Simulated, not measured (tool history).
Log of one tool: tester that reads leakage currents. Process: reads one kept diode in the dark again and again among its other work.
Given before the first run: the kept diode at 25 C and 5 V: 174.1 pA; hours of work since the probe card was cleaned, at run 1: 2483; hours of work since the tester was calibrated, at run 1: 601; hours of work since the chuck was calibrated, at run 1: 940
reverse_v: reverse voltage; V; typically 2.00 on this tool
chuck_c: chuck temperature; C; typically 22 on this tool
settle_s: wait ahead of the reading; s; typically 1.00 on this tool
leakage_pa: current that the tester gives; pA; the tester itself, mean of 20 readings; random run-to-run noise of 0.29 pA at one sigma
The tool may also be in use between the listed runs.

run   hour  reverse_v  chuck_c  settle_s  hours of work since the probe card was cleaned  hours of work since the tester was calibrated  hours of work since the chuck was calibrated  leakage_pa
  1    0.0       2.00       22      1.00                                            2483                                            601                                           940       96.20
  2   54.1       2.00       22      1.00                                            2508                                            626                                           965       96.16
  3   93.2       2.00       22      1.07                                            2526                                            644                                           982       96.51
  4  124.0       2.00       22      1.00                                            2540                                            658                                           997       96.55
  5  154.2       2.00       22      1.00                                            2554                                            672                                          1010       95.67
  6  188.7       2.00       22      1.00                                            2569                                            687                                          1026       96.37
  7  240.1       2.00       22      6.66                                            2593                                            711                                          1049       95.63
  8  285.2       2.00       42      1.00                                            2613                                            731                                          1070      521.55
  9  338.4       2.00       42      1.00                                            2638                                            755                                          1094      518.43
 10  364.2       4.04       22      1.00                                            2649                                            767                                          1106      127.57
 11  406.1      14.09       38      3.87                                            2668                                            786                                          1125      777.27
     417.4  -- probe card cleaned and baked
 12  444.1       4.84       38      4.49                                              12                                            802                                          1141      508.88
 13  490.9       4.84       38      4.49                                              34                                            824                                          1162      509.81
 14  519.9       4.84       38      4.49                                              47                                            837                                          1176      513.51
 15  573.0       7.82       39      1.15                                              71                                            861                                          1200      658.36
 16  598.0       7.82       39      1.15                                              82                                            872                                          1211      656.04
 17  647.6       2.00       34      1.00                                             105                                            895                                          1234      262.53
 18  709.0       1.78       22      1.00                                             133                                            923                                          1262       87.14
 19  736.0       1.78       22      1.00                                             145                                            935                                          1274       86.61
 20  764.3       8.85       34      0.39                                             158                                            948                                          1287      456.24

Below, each run's measurement less what the same run would have read without the hidden state. Both values contain the same run-to-run variation, but the gauge's scatter may not be the same in both:
Hidden state at play: stray current of the dirty probe card, pA a volt; current scale over the true one, %; true chuck temperature over the reading, C; drift of the gauge itself on leakage_pa, %.
run  leakage_pa
  1       +0.37
  2       +0.30
  3       +0.26
  4       +0.23
  5       +0.20
  6       +0.17
  7       +0.12
  8      -18.47
  9      -18.88
 10       +3.43
 11       -2.51
 12      -24.89
 13      -25.30
 14      -25.71
 15      -33.13
 16      -33.26
 17      -14.05
 18       -4.96
 19       -4.96
 20      -24.15
